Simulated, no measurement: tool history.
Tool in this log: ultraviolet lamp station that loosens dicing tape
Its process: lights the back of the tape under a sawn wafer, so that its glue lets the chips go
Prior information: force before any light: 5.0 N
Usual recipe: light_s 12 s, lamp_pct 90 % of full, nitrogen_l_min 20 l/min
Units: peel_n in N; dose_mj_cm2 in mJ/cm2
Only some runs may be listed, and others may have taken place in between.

Run 1, hour 0: usual settings. Result: peel_n 0.185 N, dose_mj_cm2 317 mJ/cm2.
Run 2, hour 12.7: usual settings. Result: peel_n 0.19 N, dose_mj_cm2 309 mJ/cm2.
Run 3, hour 24.3: usual settings. Result: peel_n 0.179 N, dose_mj_cm2 316 mJ/cm2.
Run 4, hour 43: usual settings. Result: peel_n 0.192 N, dose_mj_cm2 315 mJ/cm2.
Run 5, hour 53.4: usual settings. Result: peel_n 0.184 N, dose_mj_cm2 307 mJ/cm2.
Run 6, hour 73.4: usual settings. Result: peel_n 0.204 N, dose_mj_cm2 308 mJ/cm2.
Run 7, hour 84.2: usual settings. Result: peel_n 0.2 N, dose_mj_cm2 303 mJ/cm2.
Run 8, hour 103.5: usual settings but nitrogen_l_min 12 l/min. Result: peel_n 0.331 N, dose_mj_cm2 302 mJ/cm2.
Run 9, hour 123.6: usual settings. Result: peel_n 0.207 N, dose_mj_cm2 297 mJ/cm2.
Run 10, hour 140: usual settings but nitrogen_l_min 13 l/min. Result: peel_n 0.331 N, dose_mj_cm2 296 mJ/cm2.
Run 11, hour 157: usual settings. Result: peel_n 0.215 N, dose_mj_cm2 294 mJ/cm2.
Run 12, hour 168.6: usual settings. Result: peel_n 0.221 N, dose_mj_cm2 287 mJ/cm2.
Run 13, hour 178.2: usual settings. Result: peel_n 0.224 N, dose_mj_cm2 297 mJ/cm2.
Run 14, hour 190.9: usual settings. Result: peel_n 0.233 N, dose_mj_cm2 287 mJ/cm2.
Run 15, hour 207.6: usual settings. Result: peel_n 0.226 N, dose_mj_cm2 287 mJ/cm2.
Run 16, hour 219.2: usual settings but nitrogen_l_min 6 l/min. Result: peel_n 0.67 N, dose_mj_cm2 286 mJ/cm2.
Run 17, hour 236.4: usual settings but lamp_pct 66 % of full. Result: peel_n 0.49 N, dose_mj_cm2 205 mJ/cm2.
Run 18, hour 256.9: usual settings but light_s 6 s, lamp_pct 66 % of full. Result: peel_n 1.573 N, dose_mj_cm2 101 mJ/cm2.
Run 19, hour 276.2: usual settings but lamp_pct 82 % of full. Result: peel_n 0.321 N, dose_mj_cm2 250 mJ/cm2.
Run 20, hour 288.5: usual settings but lamp_pct 82 % of full. Result: peel_n 0.335 N, dose_mj_cm2 249 mJ/cm2.
Run 21, hour 299.8: usual settings but lamp_pct 82 % of full. Result: peel_n 0.305 N, dose_mj_cm2 249 mJ/cm2.
Run 22, hour 310.4: usual settings but lamp_pct 82 % of full. Result: peel_n 0.346 N, dose_mj_cm2 241 mJ/cm2.
Run 23, hour 322.1: usual settings but light_s 10 s, lamp_pct 91 % of full. Result: peel_n 0.4 N, dose_mj_cm2 225 mJ/cm2.
Run 24, hour 337.4: usual settings but lamp_pct 68 % of full. Result: peel_n 0.522 N, dose_mj_cm2 199 mJ/cm2.
Run 25, hour 349.2: usual settings but light_s 23 s, lamp_pct 74 % of full, nitrogen_l_min 24 l/min. Result: peel_n 0.084 N, dose_mj_cm2 418 mJ/cm2.
Run 26, hour 363.2: usual settings but light_s 23 s, lamp_pct 74 % of full, nitrogen_l_min 24 l/min. Result: peel_n 0.082 N, dose_mj_cm2 412 mJ/cm2.
Run 27, hour 384: usual settings but light_s 23 s, lamp_pct 70 % of full, nitrogen_l_min 27 l/min. Result: peel_n 0.082 N, dose_mj_cm2 388 mJ/cm2.
Run 28, hour 399.9: usual settings but light_s 23 s, lamp_pct 70 % of full, nitrogen_l_min 27 l/min. Result: peel_n 0.097 N, dose_mj_cm2 381 mJ/cm2.
Run 29, hour 419.8: usual settings but light_s 10 s, lamp_pct 75 % of full, nitrogen_l_min 27 l/min. Result: peel_n 0.552 N, dose_mj_cm2 172 mJ/cm2.
Run 30, hour 429.7: usual settings but light_s 10 s, lamp_pct 75 % of full, nitrogen_l_min 27 l/min. Result: peel_n 0.558 N, dose_mj_cm2 177 mJ/cm2.
Run 31, hour 446.1: usual settings but light_s 8 s, lamp_pct 74 % of full. Result: peel_n 1.042 N, dose_mj_cm2 133 mJ/cm2.
Run 32, hour 457: usual settings but light_s 17 s, nitrogen_l_min 13 l/min. Result: peel_n 0.211 N, dose_mj_cm2 357 mJ/cm2.
Run 33, hour 467.5: usual settings but light_s 17 s, nitrogen_l_min 13 l/min. Result: peel_n 0.205 N, dose_mj_cm2 350 mJ/cm2.
Run 34, hour 476.4: usual settings but light_s 17 s, nitrogen_l_min 17 l/min. Result: peel_n 0.177 N, dose_mj_cm2 347 mJ/cm2.
Run 35, hour 491.7: usual settings but light_s 17 s, nitrogen_l_min 17 l/min. Result: peel_n 0.168 N, dose_mj_cm2 345 mJ/cm2.
Run 36, hour 511: usual settings but light_s 10 s, nitrogen_l_min 26 l/min. Result: peel_n 0.444 N, dose_mj_cm2 199 mJ/cm2.
Run 37, hour 521.4: usual settings but light_s 10 s, nitrogen_l_min 26 l/min. Result: peel_n 0.434 N, dose_mj_cm2 202 mJ/cm2.
Run 38, hour 537.6: usual settings but light_s 10 s, nitrogen_l_min 26 l/min. Result: peel_n 0.442 N, dose_mj_cm2 199 mJ/cm2.
Run 39, hour 549.1: usual settings but light_s 17 s, lamp_pct 79 % of full, nitrogen_l_min 38 l/min. Result: peel_n 0.131 N, dose_mj_cm2 290 mJ/cm2.

Run 40 comes next. What will it give?
Run 40, hour 567.9: usual settings but light_s 10 s, lamp_pct 100 % of full, nitrogen_l_min 39 l/min. Result: peel_n ?, dose_mj_cm2 ?.

peel_n: 0.269 N
dose_mj_cm2: 212 mJ/cm2
Without the tool's hidden state the same run would have given peel_n 0.106 N, dose_mj_cm2 307 mJ/cm2.
